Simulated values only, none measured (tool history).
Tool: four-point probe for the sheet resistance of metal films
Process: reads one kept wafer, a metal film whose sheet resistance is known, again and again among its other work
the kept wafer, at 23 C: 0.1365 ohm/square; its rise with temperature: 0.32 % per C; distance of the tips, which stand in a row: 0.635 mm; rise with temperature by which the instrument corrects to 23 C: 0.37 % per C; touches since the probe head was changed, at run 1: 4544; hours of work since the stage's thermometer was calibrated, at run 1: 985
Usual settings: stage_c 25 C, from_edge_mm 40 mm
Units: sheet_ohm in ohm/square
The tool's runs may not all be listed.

run   hour  stage_c  from_edge_mm  touches since the probe head was changed  hours of work since the stage's thermometer was calibrated  sheet_ohm
  1    0.0       25            40                                      4544                                                         985   0.136572
  2   14.6       25            40                                      4744                                                         991   0.136550
  3   30.5       25            40                                      4961                                                         998   0.136601
  4   38.7       25             7                                      5073                                                        1001   0.137148
  5   48.9       25            40                                      5213                                                        1006   0.136550
  6   63.5       25            40                                      5412                                                        1012   0.136597
  7   73.5       25             4                                      5549                                                        1016   0.138342
  8   83.4       25            40                                      5684                                                        1020   0.136532
  9   90.9       25            40                                      5787                                                        1024   0.136563
 10   99.1       25            40                                      5899                                                        1027   0.136544
 11  110.5       27            11                                      6055                                                        1032   0.136628
 12  120.0       32            11                                      6186                                                        1036   0.136327
 13  130.7       22            11                                      6331                                                        1040   0.137033
 14  138.3       35            40                                      6436                                                        1044   0.135877
 15  154.2       30             9                                      6653                                                        1051   0.136581
 16  162.9       30             3                                      6772                                                        1054   0.139400
 17  171.9       30             3                                      6895                                                        1058   0.139406
 18  186.5       30             3                                      7095                                                        1064   0.139399
 19  195.7       30             3                                      7221                                                        1068   0.139363

Forecast each of these 4 alternatives for the next run:
  A  206.0       19            20                                      7362                                                        1073          ?
  B  206.0       25            19                                      7362                                                        1073          ?
  C  206.0       23             3                                      7362                                                        1073          ?
  D  206.0       25            10                                      7362                                                        1073          ?

run  sheet_ohm
  A   0.137086
  B   0.136627
  C   0.139900
  D   0.136900
Without the tool's hidden state the same runs would have given:
run  sheet_ohm
  A   0.136881
  B   0.136424
  C   0.139691
  D   0.136697
